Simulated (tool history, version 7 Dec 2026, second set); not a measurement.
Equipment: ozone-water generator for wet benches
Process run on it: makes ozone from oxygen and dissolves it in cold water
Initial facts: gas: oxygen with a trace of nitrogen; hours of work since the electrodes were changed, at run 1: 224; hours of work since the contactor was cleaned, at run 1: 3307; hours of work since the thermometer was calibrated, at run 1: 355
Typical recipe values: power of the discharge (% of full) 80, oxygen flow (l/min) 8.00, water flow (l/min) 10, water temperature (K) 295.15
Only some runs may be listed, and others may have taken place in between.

| run | day | power of the discharge (% of full) | oxygen flow (l/min) | water flow (l/min) | water temperature (K) | hours of work since the electrodes were changed | hours of work since the contactor was cleaned | hours of work since the thermometer was calibrated | dissolved ozone (ppm) | ozone in the gas ahead of the water (g/m3) |
|---|---|---|---|---|---|---|---|---|---|---|
| 1 | 0.000 | 80 | 8.00 | 10 | 295.15 | 224 | 3307 | 355 | 37.3 | 216.2 |
| 2 | 1.104 | 80 | 8.00 | 10 | 295.15 | 249 | 3332 | 380 | 37.2 | 215.4 |
| 3 | 2.412 | 80 | 8.00 | 10 | 295.15 | 279 | 3362 | 410 | 37.3 | 211.6 |
| 4 | 4.062 | 80 | 8.00 | 10 | 295.15 | 316 | 3399 | 448 | 36.7 | 216.4 |
| 5 | 4.933 | 80 | 8.00 | 10 | 295.15 | 336 | 3419 | 467 | 37.1 | 216.2 |
| 6 | 6.058 | 80 | 8.00 | 10 | 295.15 | 362 | 3445 | 493 | 36.9 | 214.2 |
| 7 | 7.842 | 80 | 8.00 | 10 | 295.15 | 402 | 3485 | 534 | 36.7 | 213.6 |
| 8 | 9.642 | 80 | 8.00 | 10 | 296.15 | 443 | 3526 | 575 | 36.2 | 214.7 |
| 9 | 11.733 | 80 | 8.00 | 10 | 296.15 | 491 | 3574 | 622 | 36.1 | 214.2 |
| 10 | 13.671 | 80 | 8.00 | 10 | 296.15 | 535 | 3618 | 666 | 35.5 | 213.5 |
| 11 | 15.008 | 80 | 8.00 | 10 | 295.15 | 566 | 3649 | 697 | 36.2 | 213.0 |
| 12 | 15.946 | 80 | 8.00 | 10 | 295.15 | 587 | 3670 | 718 | 36.9 | 212.2 |
| 13 | 17.912 | 80 | 8.00 | 10 | 295.15 | 632 | 3715 | 763 | 36.6 | 214.5 |
| 14 | 19.775 | 80 | 8.00 | 10 | 295.15 | 674 | 3757 | 805 | 36.5 | 213.8 |
| 15 | 21.488 | 80 | 8.00 | 10 | 295.15 | 713 | 3796 | 845 | 36.6 | 211.4 |
| 16 | 23.142 | 80 | 8.00 | 10 | 295.15 | 751 | 3834 | 882 | 36.7 | 211.0 |
| 17 | 24.025 | 80 | 8.00 | 10 | 295.15 | 771 | 3854 | 902 | 36.3 | 211.4 |
| 18 | 25.096 | 57 | 9.17 | 8 | 296.15 | 795 | 3878 | 927 | 27.4 | 147.3 |
| 19 | 26.558 | 49 | 10.87 | 8 | 296.15 | 829 | 3912 | 960 | 22.2 | 116.5 |
| 20 | 28.050 | 49 | 10.87 | 8 | 296.15 | 863 | 3946 | 994 | 22.4 | 117.6 |
| 21 | 30.042 | 80 | 8.00 | 14 | 295.15 | 908 | 3991 | 1039 | 31.3 | 211.1 |

Run 22 is up next; what results do you expect?
| 22 | 32.054 | 57 | 8.00 | 13 | 295.15 | 954 | 4037 | 1085 | ? | ? |

dissolved ozone (ppm): 24.2
ozone in the gas ahead of the water (g/m3): 156.5
The same run, on a tool lacking any hidden state, would have yielded dissolved ozone (ppm) 26.1, ozone in the gas ahead of the water (g/m3) 160.0.

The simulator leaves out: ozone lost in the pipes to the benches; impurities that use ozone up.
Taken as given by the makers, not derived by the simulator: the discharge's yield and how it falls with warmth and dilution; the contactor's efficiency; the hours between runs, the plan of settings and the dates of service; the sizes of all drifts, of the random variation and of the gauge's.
